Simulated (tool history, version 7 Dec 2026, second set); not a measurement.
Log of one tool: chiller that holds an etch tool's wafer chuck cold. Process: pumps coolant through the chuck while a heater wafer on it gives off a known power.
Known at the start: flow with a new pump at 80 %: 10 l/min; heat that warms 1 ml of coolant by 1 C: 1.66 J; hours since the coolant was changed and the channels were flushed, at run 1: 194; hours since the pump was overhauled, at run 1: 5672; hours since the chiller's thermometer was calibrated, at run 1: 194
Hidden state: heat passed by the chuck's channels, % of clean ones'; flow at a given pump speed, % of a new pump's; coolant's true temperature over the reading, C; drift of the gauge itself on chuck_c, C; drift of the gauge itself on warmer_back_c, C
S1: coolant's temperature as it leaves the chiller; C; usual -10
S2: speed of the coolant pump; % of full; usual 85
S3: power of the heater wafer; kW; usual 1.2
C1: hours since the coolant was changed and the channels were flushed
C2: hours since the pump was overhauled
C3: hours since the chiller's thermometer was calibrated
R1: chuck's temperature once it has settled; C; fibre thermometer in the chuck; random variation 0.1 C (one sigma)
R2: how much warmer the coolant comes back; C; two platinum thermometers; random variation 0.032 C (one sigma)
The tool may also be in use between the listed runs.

{"run": 1, "hour": 0.0, "S1": -10, "S2": 85, "S3": 1.2, "C1": 194, "C2": 5672, "C3": 194, "R1": -1.5, "R2": 4.04}
{"run": 2, "hour": 203.8, "S1": -10, "S2": 85, "S3": 1.2, "C1": 397, "C2": 5876, "C3": 397, "R1": -1.6, "R2": 4.15}
{"run": 3, "hour": 332.1, "S1": -10, "S2": 85, "S3": 1.2, "C1": 526, "C2": 6005, "C3": 526, "R1": -1.5, "R2": 4.07}
{"run": 4, "hour": 530.6, "S1": -10, "S2": 85, "S3": 1.2, "C1": 724, "C2": 6203, "C3": 724, "R1": -1.4, "R2": 4.08}
{"run": 5, "hour": 718.8, "S1": -10, "S2": 85, "S3": 1.2, "C1": 912, "C2": 6391, "C3": 912, "R1": -1.7, "R2": 4.12}
{"run": 6, "hour": 849.3, "S1": -10, "S2": 85, "S3": 1.2, "C1": 1043, "C2": 6522, "C3": 1043, "R1": -1.4, "R2": 4.22}
{"run": 7, "hour": 981.1, "S1": -10, "S2": 85, "S3": 1.2, "C1": 1175, "C2": 6654, "C3": 1175, "R1": -1.5, "R2": 4.15}
{"run": 8, "hour": 1072.8, "S1": -10, "S2": 85, "S3": 1.2, "C1": 1266, "C2": 6745, "C3": 1266, "R1": -1.3, "R2": 4.15}
{"run": 9, "hour": 1187.2, "S1": -10, "S2": 93, "S3": 1.2, "C1": 1381, "C2": 6860, "C3": 1381, "R1": -1.9, "R2": 3.78}
{"run": 10, "hour": 1272.7, "S1": -10, "S2": 93, "S3": 1.2, "C1": 1466, "C2": 6945, "C3": 1466, "R1": -1.8, "R2": 3.77}
{"run": 11, "hour": 1431.8, "S1": -10, "S2": 93, "S3": 1.2, "C1": 1625, "C2": 7104, "C3": 1625, "R1": -2, "R2": 3.77}
{"run": 12, "hour": 1523.9, "S1": -10, "S2": 85, "S3": 1.2, "C1": 1718, "C2": 7196, "C3": 1718, "R1": -1.3, "R2": 4.16}
{"run": 13, "hour": 1631.1, "S1": -10, "S2": 85, "S3": 1.2, "C1": 1825, "C2": 7304, "C3": 1825, "R1": -1.6, "R2": 4.23}
{"run": 14, "hour": 1818.8, "S1": -10, "S2": 85, "S3": 1.2, "C1": 2012, "C2": 7491, "C3": 2012, "R1": -1.5, "R2": 4.2}
{"run": 15, "hour": 1972.7, "S1": -10, "S2": 85, "S3": 1.2, "C1": 2166, "C2": 7645, "C3": 2166, "R1": -1.5, "R2": 4.22}
{"run": 16, "hour": 2167.5, "S1": -10, "S2": 93, "S3": 1.2, "C1": 2361, "C2": 7840, "C3": 2361, "R1": -2, "R2": 3.84}
{"run": 17, "hour": 2290.8, "S1": -11, "S2": 93, "S3": 1.2, "C1": 2484, "C2": 7963, "C3": 2484, "R1": -2.8, "R2": 3.85}
{"run": 18, "hour": 2434.6, "S1": -9, "S2": 63, "S3": 1.313, "C1": 2628, "C2": 8107, "C3": 2628, "R1": 2.1, "R2": 6.25}
{"run": 19, "hour": 2606.7, "S1": -3, "S2": 85, "S3": 1.2, "C1": 2800, "C2": 8279, "C3": 2800, "R1": 5.7, "R2": 4.23}
{"run": 20, "hour": 2799.8, "S1": -5, "S2": 82, "S3": 1.2, "C1": 2993, "C2": 8472, "C3": 2993, "R1": 3.7, "R2": 4.44}
{"run": 21, "hour": 2976.9, "S1": -19, "S2": 80, "S3": 1.2, "C1": 3171, "C2": 8649, "C3": 3171, "R1": -10.1, "R2": 4.54}
{"run": 22, "hour": 3113.0, "S1": -19, "S2": 80, "S3": 1.2, "C1": 3307, "C2": 8786, "C3": 3307, "R1": -10.2, "R2": 4.52}
{"run": 23, "hour": 3265.2, "S1": -19, "S2": 80, "S3": 1.2, "C1": 3459, "C2": 8938, "C3": 3459, "R1": -10.2, "R2": 4.53}
{"run": 24, "hour": 3407.6, "S1": -6, "S2": 62, "S3": 1.2, "C1": 3601, "C2": 9080, "C3": 3601, "R1": 4.2, "R2": 5.83}
{"run": 25, "hour": 3587.5, "S1": -13, "S2": 86, "S3": 0.722, "C1": 3781, "C2": 9260, "C3": 3781, "R1": -8, "R2": 2.65}
{"run": 26, "hour": 3713.1, "S1": -6, "S2": 74, "S3": 1.616, "C1": 3907, "C2": 9386, "C3": 3907, "R1": 6.4, "R2": 6.57}
{"hour": 3830.7, "done": "gauge calibrated"}
{"run": 27, "hour": 3914.2, "S1": -10, "S2": 81, "S3": 1.2, "C1": 4108, "C2": 9587, "C3": 4108, "R1": -1.4, "R2": 4.35}
{"run": 28, "hour": 4044.4, "S1": -3, "S2": 77, "S3": 0.873, "C1": 4238, "C2": 9717, "C3": 4238, "R1": 3.6, "R2": 3.36}
{"run": 29, "hour": 4226.6, "S1": -8, "S2": 67, "S3": 1.625, "C1": 4420, "C2": 9899, "C3": 4420, "R1": 5.4, "R2": 7.09}
{"hour": 4304.2, "done": "chiller's thermometer calibrated"}
{"run": 30, "hour": 4430.4, "S1": -10, "S2": 85, "S3": 0.659, "C1": 4623, "C2": 10102, "C3": 126, "R1": -5.2, "R2": 2.28}
{"run": 31, "hour": 4570.1, "S1": -6, "S2": 85, "S3": 1.685, "C1": 4763, "C2": 10242, "C3": 266, "R1": 5.8, "R2": 5.75}

5 ways to go on from here, each from the tool as it stands after run 31. What would each give?
{"run": "A", "hour": 4697.3, "S1": -11, "S2": 75, "S3": 1.685, "C1": 4890, "C2": 10369, "C3": 393, "R1": "?", "R2": "?"}
{"run": "B", "hour": 4697.3, "S1": -10, "S2": 85, "S3": 0.832, "C1": 4890, "C2": 10369, "C3": 393, "R1": "?", "R2": "?"}
{"run": "C", "hour": 4697.3, "S1": -10, "S2": 85, "S3": 1.295, "C1": 4890, "C2": 10369, "C3": 393, "R1": "?", "R2": "?"}
{"run": "D", "hour": 4697.3, "S1": -6, "S2": 79, "S3": 0.9, "C1": 4890, "C2": 10369, "C3": 393, "R1": "?", "R2": "?"}
{"run": "E", "hour": 4697.3, "S1": -6, "S2": 62, "S3": 1.685, "C1": 4890, "C2": 10369, "C3": 393, "R1": "?", "R2": "?"}

run=A R1=1.9 R2=6.56
run=B R1=-4.2 R2=2.85
run=C R1=-0.9 R2=4.45
run=D R1=0.7 R2=3.38
run=E R1=8.6 R2=7.99
Without the tool's hidden state the same runs would have given:
run=A R1=1.8 R2=6.49
run=B R1=-4.2 R2=2.8
run=C R1=-0.9 R2=4.39
run=D R1=0.7 R2=3.32
run=E R1=8.6 R2=7.93
